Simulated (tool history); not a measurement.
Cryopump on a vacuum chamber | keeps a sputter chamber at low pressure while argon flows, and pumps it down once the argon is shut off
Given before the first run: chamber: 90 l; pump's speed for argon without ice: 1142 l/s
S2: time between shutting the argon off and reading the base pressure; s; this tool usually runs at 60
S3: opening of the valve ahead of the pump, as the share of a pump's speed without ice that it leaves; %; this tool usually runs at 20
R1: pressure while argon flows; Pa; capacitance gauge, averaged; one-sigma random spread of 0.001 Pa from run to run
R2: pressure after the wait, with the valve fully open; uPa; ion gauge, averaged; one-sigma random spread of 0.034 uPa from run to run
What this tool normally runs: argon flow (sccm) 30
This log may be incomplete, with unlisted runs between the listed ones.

{"run": 1, "hour": 0.0, "argon flow (sccm)": 30, "S2": 60, "S3": 20, "R1": 0.2279, "R2": 1.97}
{"run": 2, "hour": 33.2, "argon flow (sccm)": 60, "S2": 60, "S3": 20, "R1": 0.4569, "R2": 2.01}
{"run": 3, "hour": 72.6, "argon flow (sccm)": 30, "S2": 188, "S3": 20, "R1": 0.2321, "R2": 0.95}
{"run": 4, "hour": 104.3, "argon flow (sccm)": 30, "S2": 60, "S3": 20, "R1": 0.2328, "R2": 2.1}
{"run": 5, "hour": 153.1, "argon flow (sccm)": 30, "S2": 60, "S3": 20, "R1": 0.2343, "R2": 2.08}
{"hour": 203.4, "done": "pump warmed up, emptied and cooled again"}
{"run": 6, "hour": 211.1, "argon flow (sccm)": 30, "S2": 60, "S3": 20, "R1": 0.2218, "R2": 2.01}
{"run": 7, "hour": 260.7, "argon flow (sccm)": 30, "S2": 60, "S3": 18, "R1": 0.2498, "R2": 2.11}
{"run": 8, "hour": 321.5, "argon flow (sccm)": 30, "S2": 60, "S3": 20, "R1": 0.2278, "R2": 2.11}
{"run": 9, "hour": 389.1, "argon flow (sccm)": 30, "S2": 60, "S3": 20, "R1": 0.2293, "R2": 2.23}
{"run": 10, "hour": 460.6, "argon flow (sccm)": 30, "S2": 21, "S3": 20, "R1": 0.2311, "R2": 5.27}
{"run": 11, "hour": 510.4, "argon flow (sccm)": 30, "S2": 21, "S3": 20, "R1": 0.2355, "R2": 5.05}
{"run": 12, "hour": 539.8, "argon flow (sccm)": 30, "S2": 21, "S3": 20, "R1": 0.2353, "R2": 5.23}
{"hour": 593.2, "done": "pump warmed up, emptied and cooled again"}
{"run": 13, "hour": 593.6, "argon flow (sccm)": 30, "S2": 21, "S3": 20, "R1": 0.2248, "R2": 5.08}
{"run": 14, "hour": 636.4, "argon flow (sccm)": 30, "S2": 21, "S3": 20, "R1": 0.2238, "R2": 5.2}
{"run": 15, "hour": 687.5, "argon flow (sccm)": 30, "S2": 21, "S3": 20, "R1": 0.227, "R2": 5.19}
{"run": 16, "hour": 748.4, "argon flow (sccm)": 30, "S2": 197, "S3": 20, "R1": 0.227, "R2": 1.27}
{"run": 17, "hour": 782.6, "argon flow (sccm)": 13, "S2": 60, "S3": 20, "R1": 0.0995, "R2": 2.39}
{"run": 18, "hour": 823.1, "argon flow (sccm)": 13, "S2": 60, "S3": 20, "R1": 0.1006, "R2": 2.4}
{"run": 19, "hour": 858.1, "argon flow (sccm)": 20, "S2": 98, "S3": 19, "R1": 0.1633, "R2": 1.91}
{"run": 20, "hour": 912.9, "argon flow (sccm)": 37, "S2": 22, "S3": 20, "R1": 0.2871, "R2": 5.18}
{"run": 21, "hour": 943.4, "argon flow (sccm)": 16, "S2": 60, "S3": 18, "R1": 0.1398, "R2": 2.6}
{"hour": 978.9, "done": "pump warmed up, emptied and cooled again"}
{"run": 22, "hour": 1015.9, "argon flow (sccm)": 16, "S2": 60, "S3": 18, "R1": 0.1319, "R2": 2.34}
{"run": 23, "hour": 1056.0, "argon flow (sccm)": 16, "S2": 60, "S3": 18, "R1": 0.1335, "R2": 2.45}
{"run": 24, "hour": 1092.5, "argon flow (sccm)": 16, "S2": 60, "S3": 20, "R1": 0.1197, "R2": 2.47}
{"run": 25, "hour": 1162.7, "argon flow (sccm)": 30, "S2": 60, "S3": 44, "R1": 0.1082, "R2": 2.6}
{"run": 26, "hour": 1208.1, "argon flow (sccm)": 30, "S2": 60, "S3": 44, "R1": 0.1106, "R2": 2.71}
{"run": 27, "hour": 1272.7, "argon flow (sccm)": 28, "S2": 32, "S3": 38, "R1": 0.121, "R2": 3.96}
{"run": 28, "hour": 1322.6, "argon flow (sccm)": 27, "S2": 175, "S3": 32, "R1": 0.1373, "R2": 1.82}
{"hour": 1365.3, "done": "pump warmed up, emptied and cooled again"}
{"run": 29, "hour": 1365.3, "argon flow (sccm)": 19, "S2": 26, "S3": 36, "R1": 0.0792, "R2": 4.58}
{"run": 30, "hour": 1398.8, "argon flow (sccm)": 19, "S2": 88, "S3": 36, "R1": 0.0787, "R2": 2.06}
{"run": 31, "hour": 1461.9, "argon flow (sccm)": 19, "S2": 88, "S3": 36, "R1": 0.0805, "R2": 2.12}
{"run": 32, "hour": 1520.0, "argon flow (sccm)": 19, "S2": 88, "S3": 36, "R1": 0.0818, "R2": 2.25}
{"run": 33, "hour": 1583.4, "argon flow (sccm)": 52, "S2": 34, "S3": 57, "R1": 0.1506, "R2": 4.07}
{"run": 34, "hour": 1650.1, "argon flow (sccm)": 30, "S2": 60, "S3": 36, "R1": 0.1344, "R2": 2.93}

Branching from run 34: 3 alternative next runs. What would each branch give?
{"run": "A", "hour": 1699.7, "argon flow (sccm)": 50, "S2": 154, "S3": 22, "R1": "?", "R2": "?"}
{"run": "B", "hour": 1699.7, "argon flow (sccm)": 28, "S2": 248, "S3": 31, "R1": "?", "R2": "?"}
{"run": "C", "hour": 1699.7, "argon flow (sccm)": 19, "S2": 296, "S3": 28, "R1": "?", "R2": "?"}

run=A R1=0.3593 R2=2.11
run=B R1=0.1466 R2=1.79
run=C R1=0.1092 R2=1.82
With no hidden state in the tool, these same runs would have given:
run=A R1=0.3372 R2=0.88
run=B R1=0.1343 R2=0.63
run=C R1=0.1008 R2=0.61
